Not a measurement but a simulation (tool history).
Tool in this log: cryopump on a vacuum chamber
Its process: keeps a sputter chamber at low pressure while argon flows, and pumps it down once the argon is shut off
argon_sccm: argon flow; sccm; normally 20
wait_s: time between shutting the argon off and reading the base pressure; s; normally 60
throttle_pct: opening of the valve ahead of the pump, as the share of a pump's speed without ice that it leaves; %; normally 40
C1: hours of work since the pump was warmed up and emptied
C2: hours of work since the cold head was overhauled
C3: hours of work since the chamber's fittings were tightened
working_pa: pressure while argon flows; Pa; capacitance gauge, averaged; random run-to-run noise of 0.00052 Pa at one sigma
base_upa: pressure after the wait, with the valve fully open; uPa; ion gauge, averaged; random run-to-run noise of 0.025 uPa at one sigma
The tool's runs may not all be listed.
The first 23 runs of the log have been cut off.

run 24 hour=1570.1 | argon_sccm=26 wait_s=202 throttle_pct=38 | C1=58 C2=2723 C3=434 | working_pa=0.0483 base_upa=0.65
run 25 hour=1650.3 | argon_sccm=26 wait_s=202 throttle_pct=38 | C1=129 C2=2794 C3=505 | working_pa=0.0482 base_upa=0.66
run 26 hour=1732.8 | argon_sccm=8 wait_s=205 throttle_pct=40 | C1=201 C2=2867 C3=577 | working_pa=0.0138 base_upa=0.76
run 27 hour=1787.5 | argon_sccm=8 wait_s=205 throttle_pct=40 | C1=250 C2=2915 C3=625 | working_pa=0.014 base_upa=0.82
run 28 hour=1868.7 | argon_sccm=38 wait_s=36 throttle_pct=16 | C1=321 C2=2986 C3=697 | working_pa=0.1675 base_upa=2.15
run 29 hour=1926.5 | argon_sccm=19 wait_s=29 throttle_pct=27 | C1=372 C2=3037 C3=748 | working_pa=0.0511 base_upa=2.54
run 30 hour=1977.7 | argon_sccm=20 wait_s=295 throttle_pct=40 | C1=417 C2=3082 C3=793 | working_pa=0.0378 base_upa=0.95
run 31 hour=2064 | argon_sccm=20 wait_s=295 throttle_pct=40 | C1=493 C2=3158 C3=869 | working_pa=0.0391 base_upa=1.02
run 32 hour=2169 | argon_sccm=20 wait_s=295 throttle_pct=40 | C1=585 C2=3251 C3=961 | working_pa=0.0386 base_upa=1.12
-- hour=2243.7 leaking fittings of the chamber tightened, without venting
-- hour=2257.5 pump warmed up, emptied and cooled again
run 33 hour=2280.1 | argon_sccm=20 wait_s=103 throttle_pct=58 | C1=20 C2=3342 C3=28 | working_pa=0.0246 base_upa=0.7
run 34 hour=2365 | argon_sccm=20 wait_s=103 throttle_pct=58 | C1=95 C2=3417 C3=102 | working_pa=0.0248 base_upa=0.72

Alternative continuations, all from the tool just after run 34; predict every row:
run A hour=2463.9 | argon_sccm=10 wait_s=78 throttle_pct=17 | C1=182 C2=3504 C3=189 | working_pa=? base_upa=?
run B hour=2463.9 | argon_sccm=31 wait_s=174 throttle_pct=27 | C1=182 C2=3504 C3=189 | working_pa=? base_upa=?
run C hour=2463.9 | argon_sccm=36 wait_s=60 throttle_pct=45 | C1=182 C2=3504 C3=189 | working_pa=? base_upa=?
run D hour=2463.9 | argon_sccm=24 wait_s=150 throttle_pct=30 | C1=182 C2=3504 C3=189 | working_pa=? base_upa=?

run=A working_pa=0.0409 base_upa=0.99
run=B working_pa=0.0809 base_upa=0.56
run=C working_pa=0.0575 base_upa=1.19
run=D working_pa=0.0571 base_upa=0.6
The same runs, with their run-to-run variation unchanged, on a tool lacking any hidden condition would have given:
run=A working_pa=0.0399 base_upa=0.84
run=B working_pa=0.0779 base_upa=0.41
run=C working_pa=0.054 base_upa=1.04
run=D working_pa=0.0548 base_upa=0.45
